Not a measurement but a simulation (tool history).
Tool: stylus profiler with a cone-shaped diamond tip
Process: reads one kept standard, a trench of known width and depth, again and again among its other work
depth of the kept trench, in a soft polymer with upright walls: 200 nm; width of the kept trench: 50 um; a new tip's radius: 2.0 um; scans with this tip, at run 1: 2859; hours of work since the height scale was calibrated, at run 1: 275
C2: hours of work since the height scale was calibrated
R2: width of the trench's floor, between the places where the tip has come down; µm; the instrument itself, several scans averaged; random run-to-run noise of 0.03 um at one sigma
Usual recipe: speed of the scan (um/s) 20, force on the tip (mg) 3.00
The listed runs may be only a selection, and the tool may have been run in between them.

run 1 hour=0.0 | speed_of_the_scan_(um/s)=20 force_on_the_tip_(mg)=3.00 | scans_with_this_tip=2859 C2=275 | depth_of_the_trench_(nm)=202.23 R2=48.20
run 2 hour=14.7 | speed_of_the_scan_(um/s)=20 force_on_the_tip_(mg)=3.00 | scans_with_this_tip=2964 C2=285 | depth_of_the_trench_(nm)=202.34 R2=48.17
run 3 hour=23.2 | speed_of_the_scan_(um/s)=27 force_on_the_tip_(mg)=3.00 | scans_with_this_tip=3024 C2=291 | depth_of_the_trench_(nm)=202.34 R2=48.16
run 4 hour=38.0 | speed_of_the_scan_(um/s)=27 force_on_the_tip_(mg)=3.00 | scans_with_this_tip=3130 C2=301 | depth_of_the_trench_(nm)=202.22 R2=48.19
run 5 hour=52.7 | speed_of_the_scan_(um/s)=27 force_on_the_tip_(mg)=3.00 | scans_with_this_tip=3234 C2=311 | depth_of_the_trench_(nm)=202.31 R2=48.08
run 6 hour=63.7 | speed_of_the_scan_(um/s)=21 force_on_the_tip_(mg)=3.00 | scans_with_this_tip=3313 C2=319 | depth_of_the_trench_(nm)=202.26 R2=48.22
run 7 hour=77.4 | speed_of_the_scan_(um/s)=68 force_on_the_tip_(mg)=6.80 | scans_with_this_tip=3410 C2=328 | depth_of_the_trench_(nm)=203.92 R2=48.06
run 8 hour=84.3 | speed_of_the_scan_(um/s)=34 force_on_the_tip_(mg)=2.53 | scans_with_this_tip=3459 C2=333 | depth_of_the_trench_(nm)=202.08 R2=48.09
run 9 hour=93.7 | speed_of_the_scan_(um/s)=34 force_on_the_tip_(mg)=2.53 | scans_with_this_tip=3526 C2=339 | depth_of_the_trench_(nm)=202.02 R2=48.02
run 10 hour=105.4 | speed_of_the_scan_(um/s)=34 force_on_the_tip_(mg)=2.53 | scans_with_this_tip=3609 C2=347 | depth_of_the_trench_(nm)=201.92 R2=48.16
run 11 hour=112.2 | speed_of_the_scan_(um/s)=35 force_on_the_tip_(mg)=4.36 | scans_with_this_tip=3657 C2=352 | depth_of_the_trench_(nm)=202.93 R2=48.13

What if the next run were any one of these 3? Each begins from the tool's condition after run 11:
run A hour=120.8 | speed_of_the_scan_(um/s)=20 force_on_the_tip_(mg)=4.55 | scans_with_this_tip=3719 C2=358 | depth_of_the_trench_(nm)=? R2=?
run B hour=120.8 | speed_of_the_scan_(um/s)=5 force_on_the_tip_(mg)=5.24 | scans_with_this_tip=3719 C2=358 | depth_of_the_trench_(nm)=? R2=?
run C hour=120.8 | speed_of_the_scan_(um/s)=43 force_on_the_tip_(mg)=1.13 | scans_with_this_tip=3719 C2=358 | depth_of_the_trench_(nm)=? R2=?

run=A depth_of_the_trench_(nm)=203.04 R2=48.16
run=B depth_of_the_trench_(nm)=203.32 R2=48.23
run=C depth_of_the_trench_(nm)=201.22 R2=47.97
With no hidden state in the tool, these same runs would have given:
run=A depth_of_the_trench_(nm)=203.04 R2=48.16
run=B depth_of_the_trench_(nm)=203.31 R2=48.23
run=C depth_of_the_trench_(nm)=201.21 R2=47.97
